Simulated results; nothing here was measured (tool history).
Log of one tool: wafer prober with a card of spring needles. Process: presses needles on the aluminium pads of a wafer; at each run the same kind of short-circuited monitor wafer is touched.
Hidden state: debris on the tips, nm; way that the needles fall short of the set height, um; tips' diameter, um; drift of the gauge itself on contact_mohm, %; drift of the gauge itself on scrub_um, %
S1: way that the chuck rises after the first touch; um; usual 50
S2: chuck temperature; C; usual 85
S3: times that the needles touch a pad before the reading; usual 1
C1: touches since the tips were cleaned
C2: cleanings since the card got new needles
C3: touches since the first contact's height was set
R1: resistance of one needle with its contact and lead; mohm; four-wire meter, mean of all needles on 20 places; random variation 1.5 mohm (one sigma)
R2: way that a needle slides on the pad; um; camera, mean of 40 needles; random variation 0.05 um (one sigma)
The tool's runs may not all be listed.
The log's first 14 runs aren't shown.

{"day": 28.754, "done": "tips cleaned on abrasive film"}
{"day": 29.617, "done": "tips cleaned on abrasive film"}
{"run": 15, "day": 30.246, "S1": 50, "S2": 85, "S3": 2, "C1": 5575, "C2": 95, "C3": 34702, "R1": 145, "R2": 9.86}
{"day": 30.429, "done": "tips cleaned on abrasive film"}
{"day": 31.225, "done": "tips cleaned on abrasive film"}
{"day": 32.117, "done": "tips cleaned on abrasive film"}
{"day": 32.942, "done": "tips cleaned on abrasive film"}
{"run": 16, "day": 32.942, "S1": 50, "S2": 85, "S3": 2, "C1": 0, "C2": 99, "C3": 58407, "R1": 144, "R2": 9.8}
{"day": 33.725, "done": "tips cleaned on abrasive film"}
{"day": 34.662, "done": "tips cleaned on abrasive film"}
{"run": 17, "day": 34.946, "S1": 55, "S2": 28, "S3": 1, "C1": 2510, "C2": 101, "C3": 76066, "R1": 131, "R2": 10.86}
{"day": 35.533, "done": "tips cleaned on abrasive film"}
{"day": 36.45, "done": "tips cleaned on abrasive film"}
{"day": 37.25, "done": "tips cleaned on abrasive film"}
{"run": 18, "day": 37.883, "S1": 50, "S2": 76, "S3": 2, "C1": 5589, "C2": 104, "C3": 101950, "R1": 141, "R2": 9.78}
{"day": 38.038, "done": "tips cleaned on abrasive film"}
{"day": 38.958, "done": "tips cleaned on abrasive film"}
{"run": 19, "day": 39.588, "S1": 50, "S2": 76, "S3": 2, "C1": 5576, "C2": 106, "C3": 116951, "R1": 141, "R2": 9.86}
{"day": 39.783, "done": "tips cleaned on abrasive film"}
{"day": 40.7, "done": "tips cleaned on abrasive film"}
{"run": 20, "day": 41.021, "S1": 50, "S2": 76, "S3": 2, "C1": 2850, "C2": 108, "C3": 129569, "R1": 140, "R2": 9.82}
{"day": 41.517, "done": "tips cleaned on abrasive film"}
{"day": 42.492, "done": "tips cleaned on abrasive film"}
{"day": 43.471, "done": "tips cleaned on abrasive film"}
{"run": 21, "day": 43.762, "S1": 50, "S2": 76, "S3": 2, "C1": 2606, "C2": 111, "C3": 153728, "R1": 143, "R2": 9.72}
{"day": 44.288, "done": "tips cleaned on abrasive film"}
{"day": 45.129, "done": "tips cleaned on abrasive film"}
{"run": 22, "day": 45.65, "S1": 50, "S2": 76, "S3": 2, "C1": 4616, "C2": 113, "C3": 170334, "R1": 145, "R2": 9.76}
{"day": 45.983, "done": "tips cleaned on abrasive film"}
{"day": 46.517, "done": "height of the first contact set anew"}
{"day": 46.825, "done": "tips cleaned on abrasive film"}
{"run": 23, "day": 47.358, "S1": 34, "S2": 85, "S3": 2, "C1": 4744, "C2": 115, "C3": 7428, "R1": 156, "R2": 6.74}
{"day": 47.712, "done": "tips cleaned on abrasive film"}
{"day": 48.604, "done": "tips cleaned on abrasive film"}
{"day": 49.421, "done": "tips cleaned on abrasive film"}
{"run": 24, "day": 49.717, "S1": 50, "S2": 37, "S3": 2, "C1": 2637, "C2": 118, "C3": 28190, "R1": 135, "R2": 9.79}
{"day": 50.371, "done": "tips cleaned on abrasive film"}
{"day": 51.346, "done": "tips cleaned on abrasive film"}
{"day": 52.275, "done": "tips cleaned on abrasive film"}
{"run": 25, "day": 52.571, "S1": 37, "S2": 33, "S3": 2, "C1": 2635, "C2": 121, "C3": 53319, "R1": 139, "R2": 7.25}

Run 26 comes next. What will it give?
{"day": 53.129, "done": "tips cleaned on abrasive film"}
{"run": 26, "day": 53.788, "S1": 33, "S2": 35, "S3": 2, "C1": 5815, "C2": 122, "C3": 64038, "R1": "?", "R2": "?"}

Run 26 gave R1 147 mohm, R2 6.43 um.
Without the tool's hidden state the same run would have given R1 147 mohm, R2 6.43 um.
